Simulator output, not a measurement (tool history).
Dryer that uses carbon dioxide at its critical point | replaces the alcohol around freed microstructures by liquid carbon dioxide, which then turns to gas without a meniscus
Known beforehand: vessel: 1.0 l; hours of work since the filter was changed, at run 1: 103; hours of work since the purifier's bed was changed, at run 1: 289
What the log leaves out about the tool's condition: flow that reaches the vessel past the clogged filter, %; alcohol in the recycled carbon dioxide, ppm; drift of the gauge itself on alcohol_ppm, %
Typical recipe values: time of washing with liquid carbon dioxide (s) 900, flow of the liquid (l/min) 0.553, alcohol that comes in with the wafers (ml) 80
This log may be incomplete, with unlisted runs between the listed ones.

| run | hour | time of washing with liquid carbon dioxide (s) | flow of the liquid (l/min) | alcohol that comes in with the wafers (ml) | hours of work since the filter was changed | hours of work since the purifier's bed was changed | alcohol left in the vessel before it's heated (ppm by volume) |
|---|---|---|---|---|---|---|---|
| 1 | 0.0 | 900 | 0.553 | 80 | 103 | 289 | 107 |
| 2 | 16.1 | 900 | 0.553 | 80 | 108 | 295 | 122 |
| 3 | 28.8 | 900 | 0.728 | 80 | 113 | 300 | 66 |
| 4 | 44.9 | 900 | 0.553 | 81 | 119 | 306 | 129 |
| 5 | 63.4 | 900 | 0.553 | 111 | 126 | 312 | 143 |
| 6 | 79.5 | 540 | 0.553 | 80 | 131 | 318 | 1062 |
| 7 | 96.6 | 540 | 0.765 | 80 | 138 | 324 | 245 |
| 8 | 109.8 | 540 | 0.765 | 80 | 142 | 329 | 251 |
| 9 | 118.4 | 900 | 0.553 | 80 | 146 | 332 | 122 |
| 10 | 138.4 | 900 | 0.553 | 80 | 153 | 340 | 121 |
|  | 143.3 | inlet filter changed |
| 11 | 155.8 | 900 | 0.553 | 80 | 5 | 346 | 107 |
| 12 | 165.4 | 900 | 0.553 | 27 | 8 | 349 | 92 |
| 13 | 180.2 | 900 | 0.553 | 80 | 13 | 354 | 103 |
| 14 | 190.3 | 900 | 0.553 | 33 | 17 | 358 | 92 |
| 15 | 202.2 | 900 | 0.553 | 33 | 21 | 362 | 105 |
| 16 | 214.2 | 900 | 0.553 | 33 | 26 | 367 | 104 |
| 17 | 231.4 | 900 | 0.437 | 80 | 32 | 373 | 275 |
| 18 | 245.3 | 900 | 0.437 | 80 | 37 | 378 | 293 |
| 19 | 262.0 | 900 | 0.437 | 80 | 43 | 384 | 298 |
| 20 | 276.3 | 900 | 0.437 | 80 | 48 | 389 | 293 |
| 21 | 289.6 | 900 | 0.437 | 80 | 53 | 394 | 288 |
| 22 | 299.0 | 900 | 0.381 | 80 | 56 | 398 | 534 |
| 23 | 318.5 | 900 | 0.381 | 80 | 64 | 405 | 559 |
| 24 | 333.7 | 720 | 0.539 | 23 | 69 | 410 | 148 |
| 25 | 350.5 | 720 | 0.539 | 23 | 75 | 416 | 154 |
| 26 | 369.1 | 900 | 0.553 | 95 | 82 | 423 | 149 |
| 27 | 377.6 | 780 | 0.700 | 117 | 85 | 426 | 122 |
| 28 | 386.8 | 780 | 0.700 | 117 | 88 | 429 | 120 |
| 29 | 396.7 | 900 | 0.553 | 66 | 92 | 433 | 135 |
| 30 | 416.4 | 1080 | 0.782 | 66 | 99 | 440 | 92 |
| 31 | 436.1 | 1200 | 0.782 | 66 | 106 | 447 | 88 |
| 32 | 447.2 | 1320 | 0.913 | 70 | 110 | 451 | 94 |
| 33 | 461.2 | 960 | 0.692 | 45 | 115 | 456 | 109 |
| 34 | 477.1 | 900 | 0.772 | 80 | 121 | 462 | 104 |
| 35 | 493.7 | 540 | 0.430 | 49 | 127 | 468 | 1742 |
| 36 | 503.3 | 1200 | 0.477 | 74 | 131 | 472 | 120 |
| 37 | 521.5 | 1200 | 0.477 | 74 | 137 | 478 | 120 |
| 38 | 540.3 | 1380 | 0.379 | 41 | 144 | 485 | 128 |
| 39 | 554.7 | 1380 | 0.379 | 41 | 149 | 490 | 137 |
|  | 569.7 | inlet filter changed |
| 40 | 570.3 | 1380 | 0.379 | 41 | 0 | 496 | 123 |
| 41 | 585.9 | 1020 | 0.862 | 93 | 6 | 501 | 110 |
| 42 | 597.2 | 1320 | 0.341 | 99 | 10 | 505 | 210 |
| 43 | 614.8 | 600 | 0.460 | 101 | 16 | 512 | 1596 |
| 44 | 630.2 | 600 | 0.460 | 101 | 22 | 517 | 1583 |
| 45 | 647.4 | 600 | 0.460 | 101 | 28 | 523 | 1592 |

Below, some changes in alcohol left in the vessel before it's heated (ppm by volume) between adjacent runs. For each, the amount present without the hidden state too (settings, incoming material, random variation) and the amount remaining for the hidden state with gauge scatter not shared by both compared results:
Run 5 -> 6: time of washing with liquid carbon dioxide (s) 900 -> 540, alcohol that comes in with the wafers (ml) 111 -> 80. alcohol left in the vessel before it's heated (ppm by volume) +919: hidden state +214, all else +705.
Run 34 -> 35: time of washing with liquid carbon dioxide (s) 900 -> 540, flow of the liquid (l/min) 0.772 -> 0.430, alcohol that comes in with the wafers (ml) 80 -> 49. alcohol left in the vessel before it's heated (ppm by volume) +1638: hidden state +268, all else +1370.
Run 35 -> 36: time of washing with liquid carbon dioxide (s) 540 -> 1200, flow of the liquid (l/min) 0.430 -> 0.477, alcohol that comes in with the wafers (ml) 49 -> 74. alcohol left in the vessel before it's heated (ppm by volume) -1622: hidden state -263, all else -1359.
Run 42 -> 43: time of washing with liquid carbon dioxide (s) 1320 -> 600, flow of the liquid (l/min) 0.341 -> 0.460, alcohol that comes in with the wafers (ml) 99 -> 101. alcohol left in the vessel before it's heated (ppm by volume) +1386: hidden state +73, all else +1313.
